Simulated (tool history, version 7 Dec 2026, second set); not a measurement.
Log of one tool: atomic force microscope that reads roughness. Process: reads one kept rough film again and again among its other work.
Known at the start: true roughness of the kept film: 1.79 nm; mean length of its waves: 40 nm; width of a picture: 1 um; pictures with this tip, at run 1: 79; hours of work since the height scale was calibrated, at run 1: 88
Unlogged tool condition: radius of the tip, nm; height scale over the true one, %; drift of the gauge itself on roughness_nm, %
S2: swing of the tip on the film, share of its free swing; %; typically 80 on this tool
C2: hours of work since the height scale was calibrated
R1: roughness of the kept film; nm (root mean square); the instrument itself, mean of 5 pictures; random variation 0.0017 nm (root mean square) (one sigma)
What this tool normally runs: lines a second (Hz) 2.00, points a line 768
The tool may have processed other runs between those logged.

Run 1, hour 0.0: usual settings; pictures with this tip 79; C2 88. Result: R1 1.576 nm (root mean square).
Run 2, hour 7.0: usual settings; pictures with this tip 89; C2 91. Result: R1 1.577 nm (root mean square).
Run 3, hour 12.7: usual settings; pictures with this tip 97; C2 94. Result: R1 1.579 nm (root mean square).
Run 4, hour 20.3: usual settings; pictures with this tip 108; C2 97. Result: R1 1.576 nm (root mean square).
Run 5, hour 27.2: usual settings; pictures with this tip 117; C2 100. Result: R1 1.574 nm (root mean square).
Run 6, hour 37.0: usual settings; pictures with this tip 131; C2 105. Result: R1 1.577 nm (root mean square).
Run 7, hour 41.6: usual settings but points a line 545; pictures with this tip 138; C2 107. Result: R1 1.573 nm (root mean square).
Run 8, hour 49.6: usual settings but lines a second (Hz) 3.72, S2 56 %, points a line 409; pictures with this tip 149; C2 111. Result: R1 1.659 nm (root mean square).
Run 9, hour 55.2: usual settings but lines a second (Hz) 3.72, S2 71 %, points a line 299; pictures with this tip 157; C2 113. Result: R1 1.544 nm (root mean square).
Run 10, hour 59.5: usual settings but lines a second (Hz) 2.26, S2 71 %, points a line 578; pictures with this tip 163; C2 115. Result: R1 1.623 nm (root mean square).
Run 11, hour 65.6: usual settings but lines a second (Hz) 1.32, S2 70 %, points a line 578; pictures with this tip 172; C2 118. Result: R1 1.676 nm (root mean square).
Run 12, hour 71.1: usual settings but lines a second (Hz) 2.44; pictures with this tip 180; C2 121. Result: R1 1.542 nm (root mean square).

Branching from run 12: 3 alternative next runs. What would each branch give?
Run A, hour 80.8: usual settings but lines a second (Hz) 2.44, S2 61 %; pictures with this tip 194; C2 125. Result: R1 ?.
Run B, hour 80.8: usual settings but lines a second (Hz) 1.63, S2 83 %, points a line 435; pictures with this tip 194; C2 125. Result: R1 ?.
Run C, hour 80.8: usual settings but lines a second (Hz) 2.43, S2 63 %; pictures with this tip 194; C2 125. Result: R1 ?.

run     R1
  A  1.673
  B  1.579
  C  1.662
With no hidden state in the tool, these same runs would have given:
run     R1
  A  1.674
  B  1.580
  C  1.662
